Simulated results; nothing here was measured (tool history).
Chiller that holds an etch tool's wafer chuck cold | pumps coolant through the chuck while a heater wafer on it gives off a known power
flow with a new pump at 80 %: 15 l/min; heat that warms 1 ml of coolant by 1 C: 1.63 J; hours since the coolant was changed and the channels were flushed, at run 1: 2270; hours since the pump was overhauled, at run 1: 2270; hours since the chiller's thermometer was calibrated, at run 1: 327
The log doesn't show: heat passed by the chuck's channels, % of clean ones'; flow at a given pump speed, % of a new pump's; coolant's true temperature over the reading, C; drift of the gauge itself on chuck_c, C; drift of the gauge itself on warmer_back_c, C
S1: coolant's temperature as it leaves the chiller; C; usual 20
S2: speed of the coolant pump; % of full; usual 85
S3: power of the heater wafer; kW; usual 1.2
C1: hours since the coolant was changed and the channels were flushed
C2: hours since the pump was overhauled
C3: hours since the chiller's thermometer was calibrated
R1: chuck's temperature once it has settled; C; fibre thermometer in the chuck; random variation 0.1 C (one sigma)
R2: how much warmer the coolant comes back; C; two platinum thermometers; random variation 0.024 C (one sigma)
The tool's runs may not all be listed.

run 1 day=0 | S1=20 S2=85 S3=1.2 | C1=2270 C2=2270 C3=327 | R1=26.7 R2=2.73
run 2 day=1.908 | S1=20 S2=85 S3=1.2 | C1=2316 C2=2316 C3=373 | R1=26.9 R2=2.72
run 3 day=3.775 | S1=20 S2=85 S3=1.2 | C1=2361 C2=2361 C3=418 | R1=26.8 R2=2.73
run 4 day=6 | S1=14 S2=85 S3=1.2 | C1=2414 C2=2414 C3=471 | R1=20.9 R2=2.73
run 5 day=8.679 | S1=14 S2=85 S3=1.2 | C1=2478 C2=2478 C3=535 | R1=20.8 R2=2.74
run 6 day=10.75 | S1=14 S2=85 S3=1.2 | C1=2528 C2=2528 C3=585 | R1=20.9 R2=2.72
run 7 day=12.554 | S1=20 S2=62 S3=1.2 | C1=2571 C2=2571 C3=628 | R1=29 R2=3.85
run 8 day=13.962 | S1=20 S2=62 S3=1.2 | C1=2605 C2=2605 C3=662 | R1=29.3 R2=3.84
run 9 day=15.683 | S1=20 S2=85 S3=1.2 | C1=2647 C2=2647 C3=703 | R1=26.9 R2=2.75
run 10 day=17.329 | S1=20 S2=85 S3=0.849 | C1=2686 C2=2686 C3=743 | R1=25 R2=1.91
run 11 day=18.575 | S1=20 S2=85 S3=0.849 | C1=2716 C2=2716 C3=773 | R1=25 R2=1.86
run 12 day=20.067 | S1=20 S2=82 S3=1.2 | C1=2752 C2=2752 C3=809 | R1=27.1 R2=2.81
run 13 day=22.042 | S1=13 S2=85 S3=1.2 | C1=2799 C2=2799 C3=856 | R1=20 R2=2.69
run 14 day=23.388 | S1=13 S2=85 S3=1.2 | C1=2831 C2=2831 C3=888 | R1=19.9 R2=2.68
run 15 day=25.117 | S1=13 S2=85 S3=1.2 | C1=2873 C2=2873 C3=930 | R1=19.9 R2=2.66
run 16 day=26.396 | S1=13 S2=85 S3=1.2 | C1=2904 C2=2904 C3=961 | R1=20 R2=2.7
run 17 day=28.038 | S1=20 S2=66 S3=1.2 | C1=2943 C2=2943 C3=1000 | R1=28.6 R2=3.59
run 18 day=29.612 | S1=15 S2=99 S3=0.825 | C1=2981 C2=2981 C3=1038 | R1=19 R2=1.49
run 19 day=31.479 | S1=30 S2=99 S3=1.346 | C1=3026 C2=3026 C3=1083 | R1=36.7 R2=2.53
run 20 day=33.117 | S1=27 S2=99 S3=0.629 | C1=3065 C2=3065 C3=1122 | R1=30.2 R2=1.1
run 21 day=35.783 | S1=24 S2=88 S3=1.2 | C1=3129 C2=3129 C3=1186 | R1=30.6 R2=2.51
-- day=36.725 coolant changed, channels flushed
run 22 day=38.954 | S1=24 S2=88 S3=1.2 | C1=53 C2=3199 C3=1256 | R1=30.8 R2=2.54
run 23 day=41.2 | S1=14 S2=69 S3=0.953 | C1=107 C2=3253 C3=1310 | R1=20.6 R2=2.62
run 24 day=43.983 | S1=20 S2=65 S3=1.785 | C1=174 C2=3320 C3=1377 | R1=33.2 R2=5.35
run 25 day=46.662 | S1=19 S2=82 S3=1.581 | C1=238 C2=3384 C3=1441 | R1=28.5 R2=3.56
run 26 day=48.533 | S1=17 S2=71 S3=0.894 | C1=283 C2=3429 C3=1486 | R1=23.2 R2=2.33
run 27 day=49.933 | S1=17 S2=91 S3=0.989 | C1=317 C2=3463 C3=1519 | R1=22.3 R2=1.95
run 28 day=51.708 | S1=21 S2=64 S3=1.37 | C1=360 C2=3505 C3=1562 | R1=31.2 R2=4.15
run 29 day=52.95 | S1=21 S2=96 S3=1.069 | C1=389 C2=3535 C3=1592 | R1=26.5 R2=1.97
run 30 day=55.638 | S1=21 S2=96 S3=1.069 | C1=454 C2=3599 C3=1656 | R1=26.4 R2=1.98
run 31 day=57.921 | S1=27 S2=78 S3=0.692 | C1=509 C2=3654 C3=1711 | R1=31.4 R2=1.58
run 32 day=60.85 | S1=27 S2=85 S3=1.2 | C1=579 C2=3725 C3=1781 | R1=33.7 R2=2.56

Forecast each of these 4 alternatives for the next run:
run A day=62.212 | S1=27 S2=85 S3=1.036 | C1=612 C2=3757 C3=1814 | R1=? R2=?
run B day=62.212 | S1=19 S2=72 S3=0.711 | C1=612 C2=3757 C3=1814 | R1=? R2=?
run C day=62.212 | S1=27 S2=87 S3=1.2 | C1=612 C2=3757 C3=1814 | R1=? R2=?
run D day=62.212 | S1=28 S2=85 S3=1.2 | C1=612 C2=3757 C3=1814 | R1=? R2=?

run=A R1=33 R2=2.13
run=B R1=23.7 R2=1.7
run=C R1=33.6 R2=2.45
run=D R1=34.8 R2=2.51
Without the tool's hidden state the same runs would have given:
run=A R1=32.9 R2=2.33
run=B R1=23.7 R2=1.9
run=C R1=33.6 R2=2.65
run=D R1=34.8 R2=2.71
